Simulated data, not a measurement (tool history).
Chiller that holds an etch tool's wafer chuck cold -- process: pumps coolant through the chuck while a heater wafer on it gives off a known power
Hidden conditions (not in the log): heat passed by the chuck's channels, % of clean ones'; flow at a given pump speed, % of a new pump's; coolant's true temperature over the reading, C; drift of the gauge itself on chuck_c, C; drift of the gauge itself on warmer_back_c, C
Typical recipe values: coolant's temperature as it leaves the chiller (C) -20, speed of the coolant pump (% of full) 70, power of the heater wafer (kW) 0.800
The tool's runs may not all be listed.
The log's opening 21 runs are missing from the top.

run     day  coolant's temperature as it leaves the chiller (C)  speed of the coolant pump (% of full)  power of the heater wafer (kW)  hours since the coolant was changed and the channels were flushed  hours since the pump was overhauled  hours since the chiller's thermometer was calibrated  chuck's temperature once it has settled (C)  how much warmer the coolant comes back (C)
 22  41.850                                                 -11                                     89                           0.799                                                               1202                                 1908                                                  2612                                         -4.6                                        1.79
 23  44.150                                                 -11                                     65                           0.689                                                               1258                                 1964                                                  2667                                         -4.5                                        2.15
 24  45.321                                                 -27                                     70                           0.800                                                               1286                                 1992                                                  2695                                        -19.6                                        2.29
 25  47.446                                                 -18                                     61                           0.800                                                               1337                                 2043                                                  2746                                         -9.9                                        2.66
 26  49.742                                                 -13                                     86                           0.521                                                               1392                                 2098                                                  2801                                         -8.7                                        1.07
 27  52.354                                                 -19                                     86                           0.830                                                               1455                                 2161                                                  2864                                        -12.3                                        1.83
 28  54.242                                                 -26                                     98                           0.410                                                               1500                                 2206                                                  2909                                        -22.7                                        0.59
 29  55.529                                                 -26                                     98                           0.410                                                               1531                                 2237                                                  2940                                        -22.8                                        0.64
 30  57.462                                                 -14                                     61                           0.410                                                               1577                                 2283                                                  2987                                        -10.1                                        1.12
 31  59.458                                                 -14                                     61                           0.410                                                               1625                                 2331                                                  3035                                         -9.8                                        1.10

Forecast each of these 3 alternatives for the next run:
  A  60.571                                                 -17                                     70                           0.800                                                               1652                                 2358                                                  3061                                            ?                                           ?
  B  60.571                                                 -20                                     63                           0.800                                                               1652                                 2358                                                  3061                                            ?                                           ?
  C  60.571                                                 -14                                     61                           0.991                                                               1652                                 2358                                                  3061                                            ?                                           ?

run  chuck's temperature once it has settled (C)  how much warmer the coolant comes back (C)
  A                                         -9.6                                        2.22
  B                                        -12.2                                        2.49
  C                                         -4.2                                        3.31
Had the tool no hidden state, the same runs would have come out as:
run  chuck's temperature once it has settled (C)  how much warmer the coolant comes back (C)
  A                                         -9.7                                        2.60
  B                                        -12.2                                        2.87
  C                                         -4.2                                        3.69
